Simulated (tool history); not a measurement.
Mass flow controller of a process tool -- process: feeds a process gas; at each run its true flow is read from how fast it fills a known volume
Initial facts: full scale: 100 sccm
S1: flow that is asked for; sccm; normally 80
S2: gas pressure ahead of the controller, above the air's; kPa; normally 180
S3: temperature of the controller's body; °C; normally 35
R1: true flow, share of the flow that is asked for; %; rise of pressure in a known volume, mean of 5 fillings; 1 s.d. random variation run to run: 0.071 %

{"run": 1, "day": 0.0, "S1": 80, "S2": 180, "S3": 35, "R1": 99.87}
{"run": 2, "day": 5.375, "S1": 11, "S2": 180, "S3": 35, "R1": 97.25}
{"run": 3, "day": 16.146, "S1": 47, "S2": 180, "S3": 35, "R1": 98.94}
{"run": 4, "day": 26.871, "S1": 16, "S2": 180, "S3": 35, "R1": 97.54}
{"run": 5, "day": 32.358, "S1": 93, "S2": 180, "S3": 35, "R1": 99.97}
{"run": 6, "day": 42.879, "S1": 22, "S2": 180, "S3": 35, "R1": 97.77}
{"run": 7, "day": 51.292, "S1": 80, "S2": 180, "S3": 35, "R1": 99.52}
{"run": 8, "day": 57.654, "S1": 80, "S2": 180, "S3": 35, "R1": 99.64}
{"run": 9, "day": 64.929, "S1": 80, "S2": 180, "S3": 35, "R1": 99.7}
{"run": 10, "day": 73.104, "S1": 84, "S2": 180, "S3": 35, "R1": 99.76}
{"run": 11, "day": 81.642, "S1": 84, "S2": 180, "S3": 35, "R1": 99.71}
{"run": 12, "day": 91.15, "S1": 84, "S2": 180, "S3": 22, "R1": 98.34}
{"run": 13, "day": 96.496, "S1": 80, "S2": 180, "S3": 35, "R1": 99.49}
{"run": 14, "day": 105.167, "S1": 80, "S2": 180, "S3": 27, "R1": 98.65}
{"run": 15, "day": 115.025, "S1": 15, "S2": 180, "S3": 27, "R1": 95.93}
{"run": 16, "day": 126.771, "S1": 15, "S2": 180, "S3": 27, "R1": 95.83}
{"run": 17, "day": 131.708, "S1": 15, "S2": 180, "S3": 27, "R1": 95.77}
{"run": 18, "day": 139.229, "S1": 15, "S2": 180, "S3": 27, "R1": 95.64}
{"run": 19, "day": 145.717, "S1": 15, "S2": 180, "S3": 27, "R1": 95.67}
{"run": 20, "day": 157.383, "S1": 15, "S2": 180, "S3": 27, "R1": 95.43}
{"run": 21, "day": 166.554, "S1": 23, "S2": 180, "S3": 35, "R1": 97.03}
{"run": 22, "day": 173.271, "S1": 23, "S2": 235, "S3": 35, "R1": 97.34}
{"run": 23, "day": 183.029, "S1": 80, "S2": 180, "S3": 35, "R1": 99.11}
{"run": 24, "day": 190.312, "S1": 80, "S2": 180, "S3": 35, "R1": 98.96}
{"run": 25, "day": 196.812, "S1": 11, "S2": 173, "S3": 30, "R1": 94.41}
{"run": 26, "day": 208.45, "S1": 57, "S2": 202, "S3": 30, "R1": 97.92}
{"run": 27, "day": 215.096, "S1": 12, "S2": 162, "S3": 35, "R1": 94.91}
{"run": 28, "day": 220.488, "S1": 12, "S2": 219, "S3": 35, "R1": 95.23}
{"run": 29, "day": 228.929, "S1": 93, "S2": 225, "S3": 35, "R1": 99.56}
{"run": 30, "day": 238.529, "S1": 93, "S2": 145, "S3": 24, "R1": 97.84}
{"day": 239.558, "done": "controller's zero set anew"}
{"run": 31, "day": 245.871, "S1": 69, "S2": 180, "S3": 35, "R1": 98.1}
{"run": 32, "day": 256.967, "S1": 17, "S2": 179, "S3": 23, "R1": 92.9}
{"run": 33, "day": 268.821, "S1": 17, "S2": 179, "S3": 23, "R1": 92.87}
{"run": 34, "day": 275.2, "S1": 99, "S2": 211, "S3": 23, "R1": 97.98}
{"run": 35, "day": 281.871, "S1": 12, "S2": 207, "S3": 35, "R1": 92.21}
{"run": 36, "day": 288.892, "S1": 53, "S2": 152, "S3": 21, "R1": 95.81}
{"run": 37, "day": 299.788, "S1": 53, "S2": 152, "S3": 21, "R1": 95.84}
{"day": 302.829, "done": "controller's zero set anew, once more"}
{"run": 38, "day": 305.471, "S1": 66, "S2": 200, "S3": 24, "R1": 97.81}
{"run": 39, "day": 316.358, "S1": 66, "S2": 200, "S3": 24, "R1": 97.78}
{"run": 40, "day": 323.921, "S1": 27, "S2": 200, "S3": 28, "R1": 97.24}
{"run": 41, "day": 332.558, "S1": 27, "S2": 200, "S3": 28, "R1": 97.16}
{"run": 42, "day": 337.808, "S1": 27, "S2": 177, "S3": 28, "R1": 96.75}
{"run": 43, "day": 343.096, "S1": 27, "S2": 177, "S3": 28, "R1": 96.87}
{"run": 44, "day": 352.671, "S1": 15, "S2": 258, "S3": 30, "R1": 96.94}
{"run": 45, "day": 363.108, "S1": 15, "S2": 258, "S3": 30, "R1": 96.9}
{"run": 46, "day": 374.771, "S1": 40, "S2": 258, "S3": 30, "R1": 97.73}
{"run": 47, "day": 386.604, "S1": 40, "S2": 258, "S3": 30, "R1": 97.79}

Estimate the outcome of run 48 from the log above:
{"run": 48, "day": 396.592, "S1": 80, "S2": 259, "S3": 35, "R1": "?"}

Run 48 yielded R1 99.14 %.
With the hidden condition absent and the run-to-run variation left alone, this run would have shown R1 100.88 %.
